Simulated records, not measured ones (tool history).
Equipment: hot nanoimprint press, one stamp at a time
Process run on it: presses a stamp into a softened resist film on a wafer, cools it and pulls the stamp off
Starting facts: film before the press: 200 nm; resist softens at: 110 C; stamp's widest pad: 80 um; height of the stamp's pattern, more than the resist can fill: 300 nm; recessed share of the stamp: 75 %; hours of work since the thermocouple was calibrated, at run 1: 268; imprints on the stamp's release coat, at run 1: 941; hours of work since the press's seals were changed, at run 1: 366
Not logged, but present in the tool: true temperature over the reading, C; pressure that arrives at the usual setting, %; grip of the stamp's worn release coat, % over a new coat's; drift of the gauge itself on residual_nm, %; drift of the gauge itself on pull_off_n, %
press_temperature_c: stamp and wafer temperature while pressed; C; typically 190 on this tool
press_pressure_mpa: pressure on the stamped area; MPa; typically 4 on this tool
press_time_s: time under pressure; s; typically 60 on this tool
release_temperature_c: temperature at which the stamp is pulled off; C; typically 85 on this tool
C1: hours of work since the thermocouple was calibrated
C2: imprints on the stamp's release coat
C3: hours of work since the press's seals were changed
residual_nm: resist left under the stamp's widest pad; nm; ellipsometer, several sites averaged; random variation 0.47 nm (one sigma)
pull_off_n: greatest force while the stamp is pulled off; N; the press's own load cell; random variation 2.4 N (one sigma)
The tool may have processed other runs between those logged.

Run 1, day 0: usual settings; C1 268; C2 941; C3 366. Result: residual_nm 69.6 nm, pull_off_n 110 N.
Run 2, day 1.196: usual settings; C1 288; C2 1069; C3 386. Result: residual_nm 70.5 nm, pull_off_n 107 N.
Run 3, day 3.004: usual settings; C1 318; C2 1261; C3 416. Result: residual_nm 71.2 nm, pull_off_n 107 N.
Run 4, day 5.167: usual settings; C1 354; C2 1491; C3 452. Result: residual_nm 71.1 nm, pull_off_n 110 N.
Run 5, day 6.988: usual settings; C1 384; C2 1684; C3 482. Result: residual_nm 70.6 nm, pull_off_n 111 N.
At day 9.142: stamp cleaned and given a new release coat.
Run 6, day 9.475: usual settings; C1 422; C2 35; C3 519. Result: residual_nm 70.2 nm, pull_off_n 106 N.
At day 11.542: plate thermocouple calibrated.
Run 7, day 12.433: usual settings but release_temperature_c 78 C; C1 15; C2 337; C3 566. Result: residual_nm 71.3 nm, pull_off_n 116 N.
Run 8, day 14.112: usual settings but release_temperature_c 78 C; C1 43; C2 515; C3 594. Result: residual_nm 70.1 nm, pull_off_n 117 N.
Run 9, day 16.046: usual settings but release_temperature_c 78 C; C1 75; C2 720; C3 626. Result: residual_nm 71.3 nm, pull_off_n 116 N.
Run 10, day 17.792: usual settings; C1 104; C2 906; C3 655. Result: residual_nm 70.6 nm, pull_off_n 106 N.
Run 11, day 19.8: usual settings; C1 137; C2 1120; C3 688. Result: residual_nm 70.4 nm, pull_off_n 108 N.
Run 12, day 22.096: usual settings; C1 175; C2 1364; C3 727. Result: residual_nm 70.2 nm, pull_off_n 107 N.
Run 13, day 23.946: usual settings; C1 206; C2 1560; C3 757. Result: residual_nm 71 nm, pull_off_n 108 N.
Run 14, day 25.329: usual settings; C1 229; C2 1707; C3 780. Result: residual_nm 69.6 nm, pull_off_n 109 N.
At day 27.283: stamp cleaned and given a new release coat.
Run 15, day 27.754: usual settings; C1 265; C2 51; C3 816. Result: residual_nm 70.6 nm, pull_off_n 107 N.
At day 30.421: press's hydraulic seals changed and the load cell set to zero.
Run 16, day 30.7: usual settings but press_temperature_c 198 C, press_pressure_mpa 4.04 MPa, release_temperature_c 77 C; C1 308; C2 328; C3 5. Result: residual_nm 54.5 nm, pull_off_n 118 N.
Run 17, day 33.071: usual settings but press_temperature_c 194 C, press_pressure_mpa 4.75 MPa, press_time_s 40 s; C1 348; C2 580; C3 44. Result: residual_nm 65.3 nm, pull_off_n 107 N.
Run 18, day 35.979: usual settings but press_pressure_mpa 3.06 MPa, press_time_s 66 s; C1 396; C2 889; C3 92. Result: residual_nm 79.2 nm, pull_off_n 109 N.
Run 19, day 37.454: usual settings but press_pressure_mpa 3.06 MPa, press_time_s 66 s; C1 421; C2 1046; C3 117. Result: residual_nm 78.9 nm, pull_off_n 109 N.
At day 39.492: plate thermocouple calibrated.
Run 20, day 39.625: usual settings but press_pressure_mpa 3.06 MPa, press_time_s 66 s; C1 2; C2 1264; C3 151. Result: residual_nm 79 nm, pull_off_n 106 N.
Run 21, day 41.346: usual settings but press_pressure_mpa 3.06 MPa, press_time_s 66 s; C1 31; C2 1447; C3 179. Result: residual_nm 78.1 nm, pull_off_n 107 N.
Run 22, day 43.425: usual settings but press_temperature_c 183 C, press_pressure_mpa 2.74 MPa, press_time_s 66 s; C1 65; C2 1668; C3 214. Result: residual_nm 103.6 nm, pull_off_n 110 N.
Run 23, day 44.938: usual settings but press_temperature_c 189 C, press_pressure_mpa 2.57 MPa, press_time_s 78 s; C1 90; C2 1829; C3 239. Result: residual_nm 85 nm, pull_off_n 110 N.
At day 45.646: stamp cleaned and given a new release coat.
Run 24, day 46.842: usual settings but press_temperature_c 189 C, press_pressure_mpa 2.57 MPa, press_time_s 78 s; C1 118; C2 127; C3 266. Result: residual_nm 84.3 nm, pull_off_n 108 N.
Run 25, day 48.788: usual settings but press_temperature_c 197 C, press_pressure_mpa 3.2 MPa, press_time_s 38 s, release_temperature_c 80 C; C1 150; C2 334; C3 299. Result: residual_nm 76.4 nm, pull_off_n 111 N.
Run 26, day 50.15: usual settings but press_temperature_c 197 C, press_pressure_mpa 3.2 MPa, press_time_s 38 s, release_temperature_c 80 C; C1 173; C2 479; C3 321. Result: residual_nm 75.6 nm, pull_off_n 110 N.
Run 27, day 52.646: usual settings but press_temperature_c 197 C, press_pressure_mpa 3.2 MPa, press_time_s 38 s, release_temperature_c 80 C; C1 214; C2 745; C3 363. Result: residual_nm 76.2 nm, pull_off_n 112 N.
Run 28, day 55.379: usual settings but press_temperature_c 189 C, press_pressure_mpa 3.61 MPa; C1 260; C2 1035; C3 408. Result: residual_nm 77 nm, pull_off_n 107 N.
Run 29, day 58.083: usual settings but press_temperature_c 189 C, press_pressure_mpa 3.61 MPa; C1 304; C2 1323; C3 453. Result: residual_nm 76.9 nm, pull_off_n 110 N.

For each entry between runs, how does the tool's hidden state at the last listed run before it compare with that at the first listed run after it?
In the gap between runs 5 and 6: stamp cleaned and given a new release coat (day 9.142)
  pressure that arrives at the usual setting, %: 99.8 -> 99.79; grip of the stamp's worn release coat, % over a new coat's: 1.5 -> 0
In the gap between runs 6 and 7: plate thermocouple calibrated (day 11.542)
  true temperature over the reading, C: 0.1 -> 0; pressure that arrives at the usual setting, %: 99.79 -> 99.77; grip of the stamp's worn release coat, % over a new coat's: 0 -> 0.3
In the gap between runs 14 and 15: stamp cleaned and given a new release coat (day 27.283)
  pressure that arrives at the usual setting, %: 99.7 -> 99.69; grip of the stamp's worn release coat, % over a new coat's: 1.5 -> 0
In the gap between runs 15 and 16: press's hydraulic seals changed and the load cell set to zero (day 30.421)
  true temperature over the reading, C: 0.06 -> 0.07; pressure that arrives at the usual setting, %: 99.69 -> 99.99; grip of the stamp's worn release coat, % over a new coat's: 0 -> 0.3
In the gap between runs 19 and 20: plate thermocouple calibrated (day 39.492)
  true temperature over the reading, C: 0.1 -> -0.01; pressure that arrives at the usual setting, %: 99.96 -> 99.94; grip of the stamp's worn release coat, % over a new coat's: 0.9 -> 1.1
In the gap between runs 23 and 24: stamp cleaned and given a new release coat (day 45.646)
  pressure that arrives at the usual setting, %: 99.91 -> 99.9; grip of the stamp's worn release coat, % over a new coat's: 1.6 -> 0.1

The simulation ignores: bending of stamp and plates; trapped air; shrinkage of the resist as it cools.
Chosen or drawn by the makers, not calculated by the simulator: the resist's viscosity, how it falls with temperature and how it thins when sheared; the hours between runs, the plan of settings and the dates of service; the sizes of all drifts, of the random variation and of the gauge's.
